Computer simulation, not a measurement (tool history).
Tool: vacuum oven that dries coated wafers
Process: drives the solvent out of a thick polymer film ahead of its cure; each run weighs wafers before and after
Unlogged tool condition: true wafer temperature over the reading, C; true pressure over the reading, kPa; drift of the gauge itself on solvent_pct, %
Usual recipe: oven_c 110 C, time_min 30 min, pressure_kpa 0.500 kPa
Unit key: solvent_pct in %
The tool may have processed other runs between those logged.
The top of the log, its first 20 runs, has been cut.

run	hour	oven_c	time_min	pressure_kpa	hours of work since the thermocouples were calibrated	hours of work since the vacuum gauge was cleaned of residue	solvent_pct
21	725.5	110	30	0.500	150	1177	1.13
22	772.3	110	30	0.500	176	1204	1.21
23	800.1	110	30	0.500	191	1219	1.26
24	823.1	113	30	0.421	204	1232	0.72
25	850.0	112	30	1.510	219	1247	1.53
26	890.2	96	24	0.577	242	1270	6.30
27	933.1	103	32	0.577	266	1294	2.62
28	973.5	103	32	0.577	288	1316	2.62
29	999.5	110	27	0.252	303	1331	1.36
30	1042.7	110	17	0.500	327	1355	2.96
31	1087.9	106	30	0.287	353	1380	1.95

Expected results for the next run?
32	1132.6	110	30	0.786	378	1405	?

solvent_pct: 1.37 %
The same run, on a tool lacking any hidden state, would have yielded solvent_pct 0.94 %.
